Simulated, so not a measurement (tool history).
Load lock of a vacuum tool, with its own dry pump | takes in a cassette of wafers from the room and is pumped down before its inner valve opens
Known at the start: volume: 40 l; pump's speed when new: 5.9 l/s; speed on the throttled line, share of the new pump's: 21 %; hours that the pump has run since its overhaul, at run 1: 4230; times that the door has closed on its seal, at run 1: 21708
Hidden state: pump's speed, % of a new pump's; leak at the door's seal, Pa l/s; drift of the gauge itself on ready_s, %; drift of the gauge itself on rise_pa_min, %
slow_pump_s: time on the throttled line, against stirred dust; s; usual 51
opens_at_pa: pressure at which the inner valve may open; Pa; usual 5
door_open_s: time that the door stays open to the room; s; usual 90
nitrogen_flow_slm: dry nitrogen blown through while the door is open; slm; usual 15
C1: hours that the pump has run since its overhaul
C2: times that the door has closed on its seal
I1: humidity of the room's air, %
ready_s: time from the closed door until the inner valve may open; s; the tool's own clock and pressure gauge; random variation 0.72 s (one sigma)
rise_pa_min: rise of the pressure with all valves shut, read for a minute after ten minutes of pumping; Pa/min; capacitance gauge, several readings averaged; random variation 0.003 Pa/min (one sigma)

run 1 day=0.000 | slow_pump_s=51 opens_at_pa=5 door_open_s=90 nitrogen_flow_slm=15 | C1=4230 C2=21708 | I1=48.9 | ready_s=110.1 rise_pa_min=0.193
run 2 day=7.775 | slow_pump_s=51 opens_at_pa=5 door_open_s=148 nitrogen_flow_slm=15 | C1=4416 C2=22130 | I1=42.5 | ready_s=110.5 rise_pa_min=0.204
run 3 day=15.054 | slow_pump_s=51 opens_at_pa=5 door_open_s=90 nitrogen_flow_slm=15 | C1=4591 C2=22524 | I1=40.9 | ready_s=111.4 rise_pa_min=0.184
run 4 day=24.529 | slow_pump_s=51 opens_at_pa=5 door_open_s=90 nitrogen_flow_slm=15 | C1=4819 C2=23038 | I1=48.1 | ready_s=111.7 rise_pa_min=0.201
run 5 day=34.692 | slow_pump_s=51 opens_at_pa=5 door_open_s=141 nitrogen_flow_slm=15 | C1=5062 C2=23589 | I1=44.1 | ready_s=110.6 rise_pa_min=0.225
run 6 day=39.892 | slow_pump_s=51 opens_at_pa=5 door_open_s=141 nitrogen_flow_slm=15 | C1=5187 C2=23871 | I1=45.2 | ready_s=112.2 rise_pa_min=0.228
run 7 day=45.379 | slow_pump_s=51 opens_at_pa=5 door_open_s=90 nitrogen_flow_slm=15 | C1=5319 C2=24169 | I1=44.6 | ready_s=112.5 rise_pa_min=0.207
run 8 day=51.854 | slow_pump_s=51 opens_at_pa=5 door_open_s=90 nitrogen_flow_slm=25 | C1=5474 C2=24520 | I1=46.0 | ready_s=111.4 rise_pa_min=0.208
run 9 day=60.871 | slow_pump_s=51 opens_at_pa=5 door_open_s=90 nitrogen_flow_slm=25 | C1=5691 C2=25009 | I1=44.3 | ready_s=111.4 rise_pa_min=0.198
run 10 day=69.883 | slow_pump_s=32 opens_at_pa=5 door_open_s=90 nitrogen_flow_slm=25 | C1=5907 C2=25498 | I1=49.4 | ready_s=97.9 rise_pa_min=0.216
run 11 day=77.662 | slow_pump_s=51 opens_at_pa=5 door_open_s=31 nitrogen_flow_slm=15 | C1=6094 C2=25920 | I1=45.2 | ready_s=112.0 rise_pa_min=0.192
run 12 day=84.279 | slow_pump_s=51 opens_at_pa=4 door_open_s=31 nitrogen_flow_slm=15 | C1=6253 C2=26279 | I1=48.1 | ready_s=113.6 rise_pa_min=0.201
run 13 day=90.142 | slow_pump_s=51 opens_at_pa=4 door_open_s=31 nitrogen_flow_slm=15 | C1=6393 C2=26597 | I1=49.6 | ready_s=114.4 rise_pa_min=0.205
run 14 day=95.158 | slow_pump_s=51 opens_at_pa=4 door_open_s=31 nitrogen_flow_slm=15 | C1=6514 C2=26869 | I1=43.4 | ready_s=113.3 rise_pa_min=0.197
run 15 day=100.625 | slow_pump_s=51 opens_at_pa=5 door_open_s=90 nitrogen_flow_slm=15 | C1=6645 C2=27165 | I1=40.8 | ready_s=112.1 rise_pa_min=0.229
run 16 day=110.371 | slow_pump_s=51 opens_at_pa=5 door_open_s=157 nitrogen_flow_slm=15 | C1=6879 C2=27694 | I1=42.0 | ready_s=111.4 rise_pa_min=0.268
run 17 day=117.167 | slow_pump_s=51 opens_at_pa=5 door_open_s=90 nitrogen_flow_slm=14 | C1=7042 C2=28062 | I1=45.1 | ready_s=112.3 rise_pa_min=0.243
run 18 day=122.104 | slow_pump_s=26 opens_at_pa=6 door_open_s=203 nitrogen_flow_slm=15 | C1=7160 C2=28330 | I1=43.2 | ready_s=90.5 rise_pa_min=0.300
run 19 day=131.271 | slow_pump_s=26 opens_at_pa=4 door_open_s=163 nitrogen_flow_slm=15 | C1=7380 C2=28827 | I1=41.0 | ready_s=95.0 rise_pa_min=0.274
run 20 day=137.729 | slow_pump_s=95 opens_at_pa=6 door_open_s=60 nitrogen_flow_slm=21 | C1=7535 C2=29177 | I1=45.5 | ready_s=146.8 rise_pa_min=0.238
run 21 day=148.221 | slow_pump_s=31 opens_at_pa=6 door_open_s=26 nitrogen_flow_slm=10 | C1=7787 C2=29746 | I1=42.4 | ready_s=95.6 rise_pa_min=0.237
run 22 day=157.371 | slow_pump_s=31 opens_at_pa=6 door_open_s=26 nitrogen_flow_slm=10 | C1=8007 C2=30243 | I1=43.0 | ready_s=96.1 rise_pa_min=0.237
run 23 day=162.596 | slow_pump_s=31 opens_at_pa=6 door_open_s=26 nitrogen_flow_slm=10 | C1=8132 C2=30526 | I1=46.9 | ready_s=96.5 rise_pa_min=0.246
run 24 day=172.100 | slow_pump_s=51 opens_at_pa=7 door_open_s=90 nitrogen_flow_slm=15 | C1=8360 C2=31042 | I1=43.9 | ready_s=111.7 rise_pa_min=0.272
run 25 day=180.962 | slow_pump_s=51 opens_at_pa=5 door_open_s=90 nitrogen_flow_slm=15 | C1=8573 C2=31522 | I1=46.7 | ready_s=112.9 rise_pa_min=0.288
run 26 day=185.667 | slow_pump_s=73 opens_at_pa=7 door_open_s=100 nitrogen_flow_slm=4 | C1=8686 C2=31777 | I1=47.1 | ready_s=127.8 rise_pa_min=0.312
run 27 day=190.638 | slow_pump_s=58 opens_at_pa=6 door_open_s=112 nitrogen_flow_slm=42 | C1=8805 C2=32047 | I1=42.3 | ready_s=116.9 rise_pa_min=0.277
run 28 day=198.829 | slow_pump_s=54 opens_at_pa=5 door_open_s=90 nitrogen_flow_slm=15 | C1=9002 C2=32491 | I1=45.7 | ready_s=115.5 rise_pa_min=0.304
run 29 day=204.333 | slow_pump_s=54 opens_at_pa=5 door_open_s=90 nitrogen_flow_slm=15 | C1=9134 C2=32790 | I1=45.5 | ready_s=115.5 rise_pa_min=0.298
run 30 day=209.762 | slow_pump_s=31 opens_at_pa=8 door_open_s=90 nitrogen_flow_slm=27 | C1=9264 C2=33084 | I1=46.2 | ready_s=94.1 rise_pa_min=0.299
run 31 day=217.550 | slow_pump_s=51 opens_at_pa=5 door_open_s=90 nitrogen_flow_slm=6 | C1=9451 C2=33507 | I1=45.3 | ready_s=114.3 rise_pa_min=0.325
run 32 day=224.171 | slow_pump_s=51 opens_at_pa=10 door_open_s=90 nitrogen_flow_slm=23 | C1=9610 C2=33866 | I1=48.1 | ready_s=107.5 rise_pa_min=0.308
run 33 day=233.700 | slow_pump_s=51 opens_at_pa=5 door_open_s=45 nitrogen_flow_slm=17 | C1=9839 C2=34382 | I1=46.6 | ready_s=114.7 rise_pa_min=0.300

3 ways to go on from here, each from the tool as it stands after run 33. What would each give?
run A day=243.296 | slow_pump_s=84 opens_at_pa=5 door_open_s=35 nitrogen_flow_slm=15 | C1=10069 C2=34903 | I1=48.8 | ready_s=? rise_pa_min=?
run B day=243.296 | slow_pump_s=51 opens_at_pa=6 door_open_s=45 nitrogen_flow_slm=40 | C1=10069 C2=34903 | I1=47.3 | ready_s=? rise_pa_min=?
run C day=243.296 | slow_pump_s=78 opens_at_pa=6 door_open_s=45 nitrogen_flow_slm=7 | C1=10069 C2=34903 | I1=42.7 | ready_s=? rise_pa_min=?

run=A ready_s=140.7 rise_pa_min=0.294
run=B ready_s=113.3 rise_pa_min=0.294
run=C ready_s=133.4 rise_pa_min=0.313
Without the tool's hidden state the same runs would have given:
run=A ready_s=136.0 rise_pa_min=0.028
run=B ready_s=108.1 rise_pa_min=0.028
run=C ready_s=128.8 rise_pa_min=0.038

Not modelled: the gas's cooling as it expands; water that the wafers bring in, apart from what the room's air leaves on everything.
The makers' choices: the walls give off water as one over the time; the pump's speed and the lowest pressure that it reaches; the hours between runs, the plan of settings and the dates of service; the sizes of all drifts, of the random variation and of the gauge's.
